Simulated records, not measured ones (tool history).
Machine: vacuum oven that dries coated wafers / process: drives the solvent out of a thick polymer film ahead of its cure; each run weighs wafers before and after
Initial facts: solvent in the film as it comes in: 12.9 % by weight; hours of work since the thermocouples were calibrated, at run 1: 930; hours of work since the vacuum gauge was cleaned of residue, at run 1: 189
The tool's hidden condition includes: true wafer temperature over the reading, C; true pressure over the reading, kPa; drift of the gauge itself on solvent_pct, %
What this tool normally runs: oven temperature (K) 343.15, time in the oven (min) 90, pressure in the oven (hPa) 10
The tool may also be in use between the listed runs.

run    day  oven temperature (K)  time in the oven (min)  pressure in the oven (hPa)  hours of work since the thermocouples were calibrated  hours of work since the vacuum gauge was cleaned of residue  solvent left in the film (%)
  1      0                343.15                      90                          10                                                    930                                                          189                          1.93
  2  0.429                343.15                      90                        20.8                                                    936                                                          194                          3.63
  3  0.658                343.15                      90                        20.5                                                    939                                                          197                          3.56
  4  1.208                343.15                      90                          10                                                    946                                                          205                          1.83
  5  1.446                343.15                      90                         7.3                                                    949                                                          208                          1.52
  6  1.883                343.15                      90                         7.3                                                    955                                                          214                          1.43
  7  2.417                343.15                      90                          10                                                    962                                                          221                          2.03
  8  2.804                343.15                      90                          10                                                    967                                                          226                          1.93
  9   3.25                343.15                      90                          10                                                    973                                                          231                          1.88
 10  3.533                343.15                      78                          10                                                    976                                                          235                          1.96
 11  4.033                332.15                      55                        30.3                                                    983                                                          242                          9.06
     4.167  -- oven's thermocouples calibrated
 12  4.654                350.15                     111                        30.3                                                      6                                                          249                          3.69
 13  5.058                343.15                      90                        12.8                                                     12                                                          254                          2.44
 14  5.329                333.15                      83                           6                                                     15                                                          258                          2.81
 15  5.575                333.15                      83                           6                                                     18                                                          261                          2.73
 16  5.892                333.15                      83                           6                                                     23                                                          265                          2.92
      6.15  -- oven's thermocouples calibrated, once more
 17  6.379                343.15                      74                          10                                                      3                                                          270                          2.46
 18  6.904                343.15                      74                          10                                                     10                                                          277                          2.43
 19  7.379                347.15                      57                          10                                                     16                                                          283                          2.32
 20  7.625                347.15                      90                        16.8                                                     19                                                          287                          2.85

Below are 4 alternative next runs, each starting from the tool's condition after run 20. Predict each:
  A  7.917                343.15                      65                          10                                                     23                                                          290                             ?
  B  7.917                351.15                      90                        16.8                                                     23                                                          290                             ?
  C  7.917                330.15                      52                        16.8                                                     23                                                          290                             ?
  D  7.917                340.15                      55                        27.6                                                     23                                                          290                             ?

run  solvent left in the film (%)
  A                          2.74
  B                          2.28
  C                           7.6
  D                          6.67
Without the tool's unlogged condition, the same runs would have read:
run  solvent left in the film (%)
  A                          2.48
  B                          2.08
  C                          7.25
  D                          6.38
